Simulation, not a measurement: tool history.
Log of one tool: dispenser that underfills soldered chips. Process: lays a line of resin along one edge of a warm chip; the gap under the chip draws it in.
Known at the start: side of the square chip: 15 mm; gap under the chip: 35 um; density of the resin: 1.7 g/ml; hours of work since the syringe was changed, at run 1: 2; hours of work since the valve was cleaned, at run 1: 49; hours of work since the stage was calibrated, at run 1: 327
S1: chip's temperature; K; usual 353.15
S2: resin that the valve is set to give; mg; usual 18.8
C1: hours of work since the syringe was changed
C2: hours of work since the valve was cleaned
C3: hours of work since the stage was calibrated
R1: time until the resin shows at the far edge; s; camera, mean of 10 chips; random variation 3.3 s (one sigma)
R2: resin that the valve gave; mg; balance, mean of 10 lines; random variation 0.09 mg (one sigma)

| run | hour | S1 | S2 | C1 | C2 | C3 | R1 | R2 |
|---|---|---|---|---|---|---|---|---|
| 1 | 0 | 353.15 | 18.8 | 2 | 49 | 327 | 364.2 | 17.78 |
| 2 | 4.8 | 353.15 | 20.7 | 6 | 53 | 331 | 466 | 19.68 |
|  | 6.5 | new syringe of resin |
|  | 16 | new syringe of resin |
| 3 | 17.1 | 353.15 | 20.7 | 1 | 62 | 340 | 328.6 | 19.5 |
|  | 25.8 | new syringe of resin |
| 4 | 27.6 | 351.15 | 18.8 | 1 | 70 | 348 | 371.7 | 17.43 |
| 5 | 34.6 | 351.15 | 18.8 | 7 | 76 | 354 | 531.4 | 17.35 |
|  | 35.6 | new syringe of resin |
| 6 | 40.8 | 359.15 | 18.8 | 4 | 80 | 358 | 327.4 | 17.31 |
|  | 45.3 | new syringe of resin |
| 7 | 48.8 | 353.15 | 18.2 | 3 | 86 | 365 | 377.5 | 16.58 |
|  | 55.1 | new syringe of resin |
| 8 | 61 | 353.15 | 22.6 | 5 | 96 | 374 | 415.6 | 20.41 |
|  | 64.7 | new syringe of resin |
| 9 | 67.7 | 353.15 | 22.6 | 2 | 101 | 379 | 356.1 | 20.42 |
|  | 74.6 | dispensing valve cleaned and set on the balance |
|  | 75.7 | new syringe of resin |
| 10 | 75.7 | 353.15 | 22.6 | 0 | 1 | 384 | 303 | 22.85 |
| 11 | 82 | 353.15 | 17.2 | 5 | 6 | 389 | 445 | 17.08 |
|  | 85.6 | new syringe of resin |
| 12 | 88.7 | 347.15 | 18.8 | 2 | 11 | 395 | 476.1 | 18.72 |
|  | 95.6 | new syringe of resin |
| 13 | 95.6 | 347.15 | 18.8 | 0 | 16 | 400 | 399.1 | 18.41 |
| 14 | 100.7 | 349.15 | 18.8 | 4 | 20 | 404 | 476.9 | 18.37 |
|  | 104.9 | new syringe of resin |
| 15 | 112.5 | 338.15 | 23.7 | 6 | 29 | 413 | 854.6 | 23.06 |
|  | 114.8 | new syringe of resin |
| 16 | 122.1 | 349.15 | 18.2 | 6 | 37 | 420 | 544.2 | 17.55 |
|  | 124.6 | new syringe of resin |
| 17 | 128.2 | 363.15 | 21.9 | 3 | 41 | 425 | 236.8 | 20.84 |
|  | 134.2 | new syringe of resin |
| 18 | 135.7 | 367.15 | 17.2 | 1 | 47 | 431 | 192 | 16.32 |
|  | 143.9 | new syringe of resin |
| 19 | 146.4 | 367.15 | 17.2 | 2 | 55 | 439 | 206.1 | 16.14 |
|  | 154 | new syringe of resin |
| 20 | 156.2 | 367.15 | 17.2 | 2 | 63 | 447 | 198.6 | 16.21 |
|  | 163.3 | new syringe of resin |
| 21 | 167.1 | 353.15 | 22.7 | 3 | 71 | 455 | 360.2 | 21.36 |
|  | 173.3 | new syringe of resin |
| 22 | 177.9 | 353.15 | 22.7 | 4 | 79 | 463 | 384.6 | 21.09 |
|  | 183.4 | new syringe of resin |
| 23 | 187.9 | 353.15 | 22.7 | 4 | 87 | 471 | 368 | 20.58 |
|  | 192.8 | new syringe of resin |
| 24 | 193.2 | 352.15 | 21 | 0 | 91 | 475 | 324.8 | 19.22 |
| 25 | 200.6 | 352.15 | 21 | 6 | 97 | 481 | 481.4 | 18.99 |
|  | 203 | new syringe of resin |
| 26 | 208.1 | 342.15 | 17.6 | 4 | 103 | 487 | 671.6 | 15.83 |
|  | 212.9 | dispensing valve cleaned and set on the balance |
|  | 214.3 | new syringe of resin |
| 27 | 220.5 | 352.15 | 21 | 5 | 6 | 495 | 434.1 | 20.64 |
|  | 223.6 | new syringe of resin |
| 28 | 228.3 | 349.15 | 21.8 | 4 | 12 | 501 | 447.9 | 21.53 |

3 ways to go on from here, each from the tool as it stands after run 28. What would each give?
|  | 233.4 | new syringe of resin |
| A | 236.8 | 341.15 | 20.2 | 3 | 18 | 508 | ? | ? |
|  | 233.4 | new syringe of resin |
| B | 236.8 | 350.15 | 23.2 | 3 | 18 | 508 | ? | ? |
|  | 233.4 | new syringe of resin |
| C | 236.8 | 355.15 | 23.9 | 3 | 18 | 508 | ? | ? |

| run | R1 | R2 |
|---|---|---|
| A | 614.4 | 20.01 |
| B | 398.8 | 22.53 |
| C | 322 | 23.27 |
Without the tool's hidden state the same runs would have given:
| run | R1 | R2 |
|---|---|---|
| A | 557.8 | 20.43 |
| B | 361 | 23.01 |
| C | 290.9 | 23.76 |
